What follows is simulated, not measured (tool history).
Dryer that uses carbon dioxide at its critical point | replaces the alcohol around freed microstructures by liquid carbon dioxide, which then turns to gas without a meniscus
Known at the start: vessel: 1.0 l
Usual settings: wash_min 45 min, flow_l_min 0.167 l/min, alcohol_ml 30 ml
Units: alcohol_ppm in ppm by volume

{"run": 1, "hour": 0.0, "wash_min": 45, "flow_l_min": 0.167, "alcohol_ml": 30, "alcohol_ppm": 170}
{"run": 2, "hour": 38.2, "wash_min": 45, "flow_l_min": 0.167, "alcohol_ml": 70, "alcohol_ppm": 290}
{"run": 3, "hour": 57.7, "wash_min": 45, "flow_l_min": 0.167, "alcohol_ml": 70, "alcohol_ppm": 294}
{"run": 4, "hour": 92.9, "wash_min": 45, "flow_l_min": 0.167, "alcohol_ml": 30, "alcohol_ppm": 183}
{"run": 5, "hour": 133.0, "wash_min": 45, "flow_l_min": 0.167, "alcohol_ml": 30, "alcohol_ppm": 176}
{"run": 6, "hour": 153.8, "wash_min": 45, "flow_l_min": 0.167, "alcohol_ml": 30, "alcohol_ppm": 192}
{"run": 7, "hour": 201.6, "wash_min": 42, "flow_l_min": 0.167, "alcohol_ml": 30, "alcohol_ppm": 229}
{"run": 8, "hour": 245.8, "wash_min": 42, "flow_l_min": 0.167, "alcohol_ml": 30, "alcohol_ppm": 239}
{"run": 9, "hour": 288.1, "wash_min": 45, "flow_l_min": 0.167, "alcohol_ml": 30, "alcohol_ppm": 177}
{"run": 10, "hour": 326.7, "wash_min": 45, "flow_l_min": 0.167, "alcohol_ml": 30, "alcohol_ppm": 198}
{"run": 11, "hour": 364.3, "wash_min": 45, "flow_l_min": 0.167, "alcohol_ml": 30, "alcohol_ppm": 202}
{"run": 12, "hour": 392.2, "wash_min": 45, "flow_l_min": 0.167, "alcohol_ml": 30, "alcohol_ppm": 209}
{"run": 13, "hour": 414.7, "wash_min": 45, "flow_l_min": 0.167, "alcohol_ml": 30, "alcohol_ppm": 202}
{"run": 14, "hour": 451.5, "wash_min": 45, "flow_l_min": 0.167, "alcohol_ml": 30, "alcohol_ppm": 199}
{"run": 15, "hour": 498.9, "wash_min": 45, "flow_l_min": 0.167, "alcohol_ml": 30, "alcohol_ppm": 197}
{"run": 16, "hour": 530.4, "wash_min": 45, "flow_l_min": 0.167, "alcohol_ml": 88, "alcohol_ppm": 428}
{"hour": 544.4, "done": "purifier's bed changed"}
{"hour": 577.6, "done": "inlet filter changed"}
{"run": 17, "hour": 581.7, "wash_min": 45, "flow_l_min": 0.167, "alcohol_ml": 88, "alcohol_ppm": 236}
{"run": 18, "hour": 626.5, "wash_min": 45, "flow_l_min": 0.167, "alcohol_ml": 88, "alcohol_ppm": 240}
{"run": 19, "hour": 670.8, "wash_min": 45, "flow_l_min": 0.126, "alcohol_ml": 76, "alcohol_ppm": 877}
{"run": 20, "hour": 694.9, "wash_min": 47, "flow_l_min": 0.195, "alcohol_ml": 28, "alcohol_ppm": 35}
{"run": 21, "hour": 741.7, "wash_min": 45, "flow_l_min": 0.169, "alcohol_ml": 30, "alcohol_ppm": 93}
{"run": 22, "hour": 774.4, "wash_min": 56, "flow_l_min": 0.136, "alcohol_ml": 30, "alcohol_ppm": 89}
{"run": 23, "hour": 819.6, "wash_min": 53, "flow_l_min": 0.136, "alcohol_ml": 30, "alcohol_ppm": 121}
{"run": 24, "hour": 853.0, "wash_min": 53, "flow_l_min": 0.136, "alcohol_ml": 30, "alcohol_ppm": 128}
{"run": 25, "hour": 885.5, "wash_min": 30, "flow_l_min": 0.201, "alcohol_ml": 79, "alcohol_ppm": 787}
{"run": 26, "hour": 909.1, "wash_min": 30, "flow_l_min": 0.201, "alcohol_ml": 79, "alcohol_ppm": 783}
{"run": 27, "hour": 942.2, "wash_min": 42, "flow_l_min": 0.195, "alcohol_ml": 30, "alcohol_ppm": 80}
{"run": 28, "hour": 966.2, "wash_min": 37, "flow_l_min": 0.163, "alcohol_ml": 51, "alcohol_ppm": 525}
{"run": 29, "hour": 991.3, "wash_min": 37, "flow_l_min": 0.163, "alcohol_ml": 90, "alcohol_ppm": 897}
{"run": 30, "hour": 1023.0, "wash_min": 68, "flow_l_min": 0.127, "alcohol_ml": 28, "alcohol_ppm": 68}
{"run": 31, "hour": 1048.2, "wash_min": 28, "flow_l_min": 0.109, "alcohol_ml": 28, "alcohol_ppm": 2700}
{"run": 32, "hour": 1075.8, "wash_min": 35, "flow_l_min": 0.167, "alcohol_ml": 50, "alcohol_ppm": 615}
{"run": 33, "hour": 1103.8, "wash_min": 37, "flow_l_min": 0.188, "alcohol_ml": 30, "alcohol_ppm": 171}
{"run": 34, "hour": 1136.0, "wash_min": 37, "flow_l_min": 0.188, "alcohol_ml": 105, "alcohol_ppm": 587}
{"run": 35, "hour": 1183.5, "wash_min": 40, "flow_l_min": 0.188, "alcohol_ml": 43, "alcohol_ppm": 176}
{"run": 36, "hour": 1219.3, "wash_min": 27, "flow_l_min": 0.188, "alcohol_ml": 31, "alcohol_ppm": 732}

Some steps in alcohol_ppm between neighbouring runs. How much of each would the tool show without its hidden state too (settings, what came in, random variation), and how much is left for the hidden state, with any gauge scatter that isn't in both results?
The hidden state here: flow that reaches the vessel past the clogged filter, %; alcohol in the recycled carbon dioxide, ppm; drift of the gauge itself on alcohol_ppm, %.
Run 16 -> 17: purifier's bed changed, inlet filter changed. alcohol_ppm -192 ppm by volume: hidden state -195, all else +3.
Run 19 -> 20: wash_min 45 -> 47, flow_l_min 0.126 -> 0.195, alcohol_ml 76 -> 28. alcohol_ppm -842 ppm by volume: hidden state -39, all else -803.
Run 30 -> 31: wash_min 68 -> 28, flow_l_min 0.127 -> 0.109. alcohol_ppm +2632 ppm by volume: hidden state +240, all else +2392.
Run 31 -> 32: wash_min 28 -> 35, flow_l_min 0.109 -> 0.167, alcohol_ml 28 -> 50. alcohol_ppm -2085 ppm by volume: hidden state -143, all else -1942.
